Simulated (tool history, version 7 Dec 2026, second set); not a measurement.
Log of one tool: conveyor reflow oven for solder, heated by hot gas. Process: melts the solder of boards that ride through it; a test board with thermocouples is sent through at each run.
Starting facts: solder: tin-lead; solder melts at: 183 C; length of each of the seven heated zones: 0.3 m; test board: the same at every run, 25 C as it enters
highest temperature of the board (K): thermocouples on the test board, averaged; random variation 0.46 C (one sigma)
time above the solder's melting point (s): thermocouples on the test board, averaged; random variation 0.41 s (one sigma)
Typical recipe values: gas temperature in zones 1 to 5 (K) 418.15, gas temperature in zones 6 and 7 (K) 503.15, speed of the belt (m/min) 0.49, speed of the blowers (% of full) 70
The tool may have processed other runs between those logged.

run	hour	gas temperature in zones 1 to 5 (K)	gas temperature in zones 6 and 7 (K)	speed of the belt (m/min)	speed of the blowers (% of full)	highest temperature of the board (K)	time above the solder's melting point (s)
1	0	418.15	503.15	0.49	70	489.15	56.4
2	15	418.15	503.15	0.49	70	487.95	56.9
3	24.7	418.15	505.15	0.49	70	490.05	57.8
4	36.9	418.15	503.15	0.49	70	488.55	56
5	44.3	418.15	503.15	0.49	70	487.95	56.3
6	53	418.15	503.15	0.436	70	491.15	66.5
7	67.7	418.15	503.15	0.436	70	490.65	66.4
8	74.9	418.15	503.15	0.49	70	488.05	56
9	88.5	418.15	503.15	0.49	70	488.35	56.8
10	100.3	418.15	503.15	0.432	70	491.05	67.6
11	111.3	418.15	512.15	0.421	67	498.45	74.9
12	120.1	417.15	511.15	0.421	67	498.95	73.7
13	127.1	419.15	503.15	0.49	56	485.35	54.5
14	138.3	418.15	500.15	0.49	58	484.15	51.7
15	148.2	409.15	503.15	0.447	85	489.85	61.7
16	159.8	411.15	503.15	0.49	90	488.65	54.5
17	167.8	411.15	503.15	0.412	84	492.55	70.3

What if the next run were any one of these 4? Each begins from the tool's condition after run 17:
A	176.4	413.15	513.15	0.412	86	?	?
B	176.4	418.15	499.15	0.49	70	?	?
C	176.4	418.15	503.15	0.49	70	?	?
D	176.4	411.15	503.15	0.502	60	?	?

run	highest temperature of the board (K)	time above the solder's melting point (s)
A	501.75	76.5
B	483.75	53
C	488.05	55.8
D	484.05	48.1
With no hidden state in the tool, these same runs would have given:
run	highest temperature of the board (K)	time above the solder's melting point (s)
A	504.45	77.8
B	486.35	55.3
C	490.75	57.8
D	486.85	50.6

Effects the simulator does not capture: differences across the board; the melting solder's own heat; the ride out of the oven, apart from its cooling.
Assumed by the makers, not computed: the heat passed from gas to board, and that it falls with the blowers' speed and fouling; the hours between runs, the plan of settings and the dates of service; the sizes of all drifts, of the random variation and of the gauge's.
